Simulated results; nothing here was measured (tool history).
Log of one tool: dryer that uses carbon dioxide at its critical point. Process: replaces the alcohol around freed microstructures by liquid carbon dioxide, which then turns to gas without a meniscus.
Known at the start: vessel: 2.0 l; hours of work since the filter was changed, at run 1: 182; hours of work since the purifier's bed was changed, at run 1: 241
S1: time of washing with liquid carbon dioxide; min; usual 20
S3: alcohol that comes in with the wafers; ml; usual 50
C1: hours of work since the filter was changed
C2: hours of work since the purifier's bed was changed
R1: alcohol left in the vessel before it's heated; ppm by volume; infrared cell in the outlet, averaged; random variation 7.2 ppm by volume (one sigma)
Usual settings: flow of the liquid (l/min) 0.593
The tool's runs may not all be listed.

Run 1, day 0: usual settings; C1 182; C2 241. Result: R1 409 ppm by volume.
Run 2, day 0.746: usual settings; C1 189; C2 248. Result: R1 418 ppm by volume.
Run 3, day 1.483: usual settings; C1 196; C2 255. Result: R1 414 ppm by volume.
Run 4, day 2.675: usual settings but flow of the liquid (l/min) 0.941; C1 208; C2 267. Result: R1 65 ppm by volume.
Run 5, day 3.279: usual settings but flow of the liquid (l/min) 0.941; C1 214; C2 272. Result: R1 65 ppm by volume.
Run 6, day 4.083: usual settings but flow of the liquid (l/min) 0.941; C1 221; C2 280. Result: R1 68 ppm by volume.
Run 7, day 4.842: usual settings but flow of the liquid (l/min) 0.941; C1 229; C2 288. Result: R1 62 ppm by volume.
Run 8, day 5.621: usual settings but S1 12 min, flow of the liquid (l/min) 0.747, S3 68 ml; C1 236; C2 295. Result: R1 1432 ppm by volume.
Run 9, day 6.412: usual settings but S1 14 min, S3 58 ml; C1 244; C2 303. Result: R1 1594 ppm by volume.
Run 10, day 7.221: usual settings but S1 30 min, S3 28 ml; C1 252; C2 311. Result: R1 76 ppm by volume.
Run 11, day 7.888: usual settings but S1 30 min, S3 28 ml; C1 258; C2 317. Result: R1 83 ppm by volume.

Forecast each of these 3 alternatives for the next run:
Run A, day 8.7: usual settings but S1 14 min, S3 21 ml; C1 266; C2 325. Result: R1 ?.
Run B, day 8.7: usual settings but S1 31 min, S3 28 ml; C1 266; C2 325. Result: R1 ?.
Run C, day 8.7: usual settings but S1 17 min, S3 108 ml; C1 266; C2 325. Result: R1 ?.

run    R1
  A   631
  B    75
  C  1607
Without the tool's hidden state the same runs would have given:
run    R1
  A   531
  B    28
  C  1376
